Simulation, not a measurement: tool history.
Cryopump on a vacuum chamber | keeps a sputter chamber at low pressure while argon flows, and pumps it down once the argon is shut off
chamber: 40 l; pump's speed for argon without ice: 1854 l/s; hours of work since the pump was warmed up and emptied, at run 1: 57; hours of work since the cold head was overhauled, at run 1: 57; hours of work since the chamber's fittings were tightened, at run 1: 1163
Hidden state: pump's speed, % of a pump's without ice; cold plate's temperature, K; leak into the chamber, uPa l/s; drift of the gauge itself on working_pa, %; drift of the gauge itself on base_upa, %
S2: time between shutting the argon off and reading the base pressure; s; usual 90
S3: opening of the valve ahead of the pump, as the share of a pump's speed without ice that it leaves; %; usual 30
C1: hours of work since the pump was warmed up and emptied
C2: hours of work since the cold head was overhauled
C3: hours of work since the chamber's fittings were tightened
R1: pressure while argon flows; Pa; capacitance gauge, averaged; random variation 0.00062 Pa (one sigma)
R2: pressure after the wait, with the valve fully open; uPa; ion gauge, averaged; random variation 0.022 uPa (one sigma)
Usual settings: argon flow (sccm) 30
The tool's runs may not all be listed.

Run 1, hour 0.0: usual settings; C1 57; C2 57; C3 1163. Result: R1 0.0936 Pa, R2 2.63 uPa.
Run 2, hour 51.4: usual settings; C1 83; C2 83; C3 1188. Result: R1 0.0921 Pa, R2 2.65 uPa.
At hour 111.7: leaking fittings of the chamber tightened, without venting.
Run 3, hour 170.0: usual settings but S3 16 %; C1 142; C2 142; C3 29. Result: R1 0.1712 Pa, R2 0.72 uPa.
Run 4, hour 254.6: usual settings but S3 16 %; C1 184; C2 184; C3 72. Result: R1 0.1717 Pa, R2 0.82 uPa.
Run 5, hour 321.8: usual settings but S3 16 %; C1 218; C2 218; C3 105. Result: R1 0.1725 Pa, R2 0.90 uPa.
Run 6, hour 443.1: usual settings; C1 279; C2 279; C3 166. Result: R1 0.0956 Pa, R2 0.98 uPa.
Run 7, hour 548.3: usual settings; C1 332; C2 332; C3 219. Result: R1 0.0952 Pa, R2 1.13 uPa.
Run 8, hour 608.4: usual settings; C1 362; C2 362; C3 249. Result: R1 0.0949 Pa, R2 1.14 uPa.
Run 9, hour 728.1: usual settings but S3 31 %; C1 422; C2 422; C3 309. Result: R1 0.0928 Pa, R2 1.35 uPa.
Run 10, hour 817.3: usual settings; C1 467; C2 467; C3 354. Result: R1 0.0964 Pa, R2 1.42 uPa.
Run 11, hour 910.9: usual settings; C1 514; C2 514; C3 401. Result: R1 0.0972 Pa, R2 1.56 uPa.
Run 12, hour 1035.7: usual settings; C1 576; C2 576; C3 464. Result: R1 0.0989 Pa, R2 1.71 uPa.
Run 13, hour 1113.2: usual settings; C1 615; C2 615; C3 503. Result: R1 0.0999 Pa, R2 1.76 uPa.
Run 14, hour 1189.3: usual settings; C1 653; C2 653; C3 541. Result: R1 0.0999 Pa, R2 1.93 uPa.
Run 15, hour 1304.7: usual settings but S3 35 %; C1 711; C2 711; C3 599. Result: R1 0.0875 Pa, R2 2.07 uPa.
Run 16, hour 1387.0: usual settings but argon flow (sccm) 49; C1 753; C2 753; C3 640. Result: R1 0.1662 Pa, R2 2.25 uPa.
At hour 1430.9: pump warmed up, emptied and cooled again.
Run 17, hour 1444.6: usual settings but argon flow (sccm) 49; C1 7; C2 779; C3 667. Result: R1 0.1507 Pa, R2 1.85 uPa.
Run 18, hour 1507.9: usual settings but argon flow (sccm) 51, S2 77 s, S3 18 %; C1 39; C2 811; C3 698. Result: R1 0.2597 Pa, R2 1.93 uPa.
Run 19, hour 1602.4: usual settings but argon flow (sccm) 51, S2 77 s, S3 18 %; C1 86; C2 858; C3 746. Result: R1 0.2629 Pa, R2 2.01 uPa.
Run 20, hour 1724.8: usual settings but argon flow (sccm) 37, S2 112 s, S3 18 %; C1 147; C2 920; C3 807. Result: R1 0.1915 Pa, R2 2.00 uPa.
Run 21, hour 1783.6: usual settings but argon flow (sccm) 27, S2 220 s, S3 15 %; C1 177; C2 949; C3 837. Result: R1 0.1661 Pa, R2 1.96 uPa.
Run 22, hour 1834.4: usual settings but argon flow (sccm) 27, S2 220 s, S3 15 %; C1 203; C2 975; C3 862. Result: R1 0.1665 Pa, R2 1.96 uPa.
Run 23, hour 1947.3: usual settings but argon flow (sccm) 32, S2 202 s, S3 26 %; C1 259; C2 1031; C3 919. Result: R1 0.1160 Pa, R2 2.11 uPa.
Run 24, hour 2043.0: usual settings but S2 120 s; C1 307; C2 1079; C3 967. Result: R1 0.0961 Pa, R2 2.44 uPa.
Run 25, hour 2156.9: usual settings but S2 120 s; C1 364; C2 1136; C3 1024. Result: R1 0.0962 Pa, R2 2.56 uPa.
Run 26, hour 2226.7: usual settings but S2 120 s; C1 399; C2 1171; C3 1059. Result: R1 0.0959 Pa, R2 2.61 uPa.
Run 27, hour 2336.1: usual settings but S2 48 s, S3 45 %; C1 454; C2 1226; C3 1114. Result: R1 0.0672 Pa, R2 3.43 uPa.
Run 28, hour 2425.8: usual settings but argon flow (sccm) 28, S3 27 %; C1 499; C2 1271; C3 1159. Result: R1 0.1007 Pa, R2 3.06 uPa.
At hour 2540.8: leaking fittings of the chamber tightened, without venting.
Run 29, hour 2544.2: usual settings but argon flow (sccm) 28, S2 33 s, S3 31 %; C1 558; C2 1330; C3 2. Result: R1 0.0885 Pa, R2 1.63 uPa.
Run 30, hour 2596.3: usual settings but argon flow (sccm) 28, S2 33 s, S3 31 %; C1 584; C2 1356; C3 28. Result: R1 0.0894 Pa, R2 1.62 uPa.
Run 31, hour 2677.3: usual settings but argon flow (sccm) 25, S3 40 %; C1 625; C2 1397; C3 69. Result: R1 0.0639 Pa, R2 0.91 uPa.
Run 32, hour 2775.6: usual settings but S3 19 %; C1 674; C2 1446; C3 118. Result: R1 0.1540 Pa, R2 1.02 uPa.
Run 33, hour 2853.0: usual settings but S3 19 %; C1 713; C2 1485; C3 157. Result: R1 0.1544 Pa, R2 1.11 uPa.
Run 34, hour 2961.0: usual settings but argon flow (sccm) 29, S2 130 s, S3 18 %; C1 767; C2 1539; C3 211. Result: R1 0.1577 Pa, R2 1.06 uPa.

3 ways to go on from here, each from the tool as it stands after run 34. What would each give?
At hour 2975.0: pump warmed up, emptied and cooled again.
Run A, hour 3020.3: usual settings but S2 72 s, S3 39 %; C1 23; C2 1566; C3 238. Result: R1 ?, R2 ?.
At hour 2975.0: pump warmed up, emptied and cooled again.
Run B, hour 3020.3: usual settings but S3 50 %; C1 23; C2 1566; C3 238. Result: R1 ?, R2 ?.
At hour 2975.0: pump warmed up, emptied and cooled again.
Run C, hour 3020.3: usual settings but S2 183 s, S3 16 %; C1 23; C2 1566; C3 238. Result: R1 ?, R2 ?.

run      R1    R2
  A  0.0708  1.23
  B  0.0548  1.13
  C  0.1717  0.86
Without the tool's hidden state the same runs would have given:
run      R1    R2
  A  0.0700  0.80
  B  0.0540  0.69
  C  0.1709  0.42
